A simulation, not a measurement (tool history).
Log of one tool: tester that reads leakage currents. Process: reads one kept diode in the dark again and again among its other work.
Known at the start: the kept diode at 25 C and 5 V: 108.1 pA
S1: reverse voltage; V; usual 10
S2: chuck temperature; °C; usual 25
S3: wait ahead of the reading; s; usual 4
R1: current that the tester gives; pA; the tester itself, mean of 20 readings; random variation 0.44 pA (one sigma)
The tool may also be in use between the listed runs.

run    hour    S1  S2    S3      R1
  1       0    10  25     4  168.12
  2    62.5    19  25     4  226.76
  3    98.5    10  25     4  168.66
  4   179.1   7.1  25     4  145.29
  5     260   7.1  25     4  146.21
  6   336.7    10  25  8.39  170.87
  7   413.5   2.4  25     4   91.81
  8   487.7    10  25     4  172.51
  9   543.9    10  25     4  172.91
 10   584.3    10  25     4  174.02
 11   634.1    10  25     4  175.06
 12   678.7    10  25     4  174.79
 13   742.6    10  25     4  175.52
 14   782.6  18.7  25   6.9  234.93
 15   832.9  18.7  25   6.9  235.35
 16   910.8   3.9  25  4.02  115.84
 17   953.2     1  55   0.5  527.76
 18  1010.9    10  25  0.52  182.05
 19  1076.6    10  37  1.92  418.85
 20  1154.9    10  37  1.92  419.06
 21    1215    10  37  1.92  419.25
 22  1276.8    10  38  5.72  451.84
 23  1321.9  13.2  38     4  509.33

4 ways to go on from here, each from the tool as it stands after run 23. What would each give?
  A  1387.3   10  25   0.9   ?
  B  1387.3   10  25  4.74   ?
  C  1387.3  5.7  29   9.1   ?
  D  1387.3  2.9  38  1.72   ?

run      R1
  A  184.75
  B  181.82
  C  188.21
  D  267.94
Without the tool's hidden state the same runs would have given:
run      R1
  A  147.32
  B  144.49
  C  156.07
  D  230.84

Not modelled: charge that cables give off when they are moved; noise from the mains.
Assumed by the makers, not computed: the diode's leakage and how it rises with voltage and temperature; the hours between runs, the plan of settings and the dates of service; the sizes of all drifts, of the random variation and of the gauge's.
